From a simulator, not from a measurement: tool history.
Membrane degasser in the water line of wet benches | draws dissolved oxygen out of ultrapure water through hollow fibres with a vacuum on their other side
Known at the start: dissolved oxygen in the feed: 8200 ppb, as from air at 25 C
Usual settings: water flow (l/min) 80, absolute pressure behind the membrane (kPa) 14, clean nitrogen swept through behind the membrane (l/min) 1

| run | hour | water flow (l/min) | absolute pressure behind the membrane (kPa) | clean nitrogen swept through behind the membrane (l/min) | dissolved oxygen in the water behind the degasser (ppb) | pressure that the water loses in the fibres (kPa) |
|---|---|---|---|---|---|---|
| 1 | 0 | 80 | 14 | 1 | 1340.2 | 43.74 |
| 2 | 56.4 | 113 | 14 | 1 | 1639.4 | 61.91 |
| 3 | 119.2 | 54 | 14 | 1 | 1043.1 | 29.14 |
| 4 | 207.3 | 80 | 14 | 1 | 1343.1 | 43.61 |
| 5 | 302.2 | 80 | 14 | 1 | 1347.7 | 44.01 |
| 6 | 391.7 | 80 | 14 | 0.48 | 1975.6 | 43.69 |
| 7 | 489.4 | 80 | 14 | 2.8 | 652.8 | 43.98 |
| 8 | 556.7 | 115 | 14 | 1 | 1654.9 | 63.21 |
|  | 589.6 | seals of the vacuum lines changed |
| 9 | 629.6 | 82 | 14 | 1 | 1368.5 | 45.19 |
| 10 | 711.6 | 103 | 14 | 1 | 1564.6 | 56.78 |
| 11 | 772.9 | 80 | 14 | 1 | 1354.9 | 44.01 |
| 12 | 893 | 80 | 14 | 1 | 1356 | 43.97 |
| 13 | 978.3 | 80 | 14 | 1 | 1356.6 | 44.3 |
| 14 | 1030.9 | 80 | 14 | 1 | 1350.2 | 43.86 |
| 15 | 1123.6 | 80 | 22.4 | 1 | 2147.7 | 43.79 |
|  | 1135.9 | vacuum gauge calibrated |
| 16 | 1207.4 | 80 | 31.8 | 1 | 2910.6 | 43.96 |
| 17 | 1282 | 80 | 31.8 | 1 | 2906.5 | 44.41 |
| 18 | 1349.4 | 61 | 14 | 0.51 | 1754.5 | 33.31 |
| 19 | 1428.8 | 61 | 14 | 0.51 | 1756.9 | 33.44 |
| 20 | 1517.5 | 51 | 12.3 | 1 | 896.4 | 27.89 |
| 21 | 1643.6 | 111 | 13 | 1.56 | 1207.9 | 61.79 |
| 22 | 1736.7 | 112 | 21 | 0.43 | 3587.5 | 61.98 |
| 23 | 1807.6 | 112 | 21 | 0.43 | 3595.5 | 61.66 |
| 24 | 1870.1 | 73 | 14 | 0.8 | 1515 | 40.25 |
|  | 1896.2 | vacuum gauge calibrated, once more |
| 25 | 1988.5 | 73 | 14 | 0.8 | 1386.4 | 40.66 |
| 26 | 2077.6 | 73 | 14 | 0.8 | 1390.9 | 40.55 |
| 27 | 2166.1 | 73 | 14 | 0.8 | 1393.2 | 40.3 |
| 28 | 2248 | 117 | 13.5 | 1.28 | 1356.1 | 65.16 |
| 29 | 2339.2 | 78 | 22.9 | 1.2 | 1878.4 | 43.3 |
| 30 | 2453 | 106 | 23.1 | 1.74 | 1829.1 | 58.78 |
| 31 | 2510.1 | 96 | 18.7 | 0.42 | 2955.3 | 53.22 |
| 32 | 2562.8 | 75 | 13.6 | 0.74 | 1432.3 | 41.53 |

4 ways to go on from here, each from the tool as it stands after run 32. What would each give?
| A | 2660.4 | 87 | 27.6 | 0.91 | ? | ? |
| B | 2660.4 | 61 | 14 | 1 | ? | ? |
| C | 2660.4 | 59 | 22 | 0.85 | ? | ? |
| D | 2660.4 | 75 | 12.8 | 0.54 | ? | ? |

| run | dissolved oxygen in the water behind the degasser (ppb) | pressure that the water loses in the fibres (kPa) |
|---|---|---|
| A | 2770.9 | 48.46 |
| B | 1082.2 | 34.58 |
| C | 1893.8 | 32.62 |
| D | 1587.4 | 41.8 |
Without the tool's hidden state the same runs would have given:
| run | dissolved oxygen in the water behind the degasser (ppb) | pressure that the water loses in the fibres (kPa) |
|---|---|---|
| A | 2767.5 | 46.32 |
| B | 1076.2 | 33.08 |
| C | 1889.3 | 31.17 |
| D | 1582.1 | 39.96 |
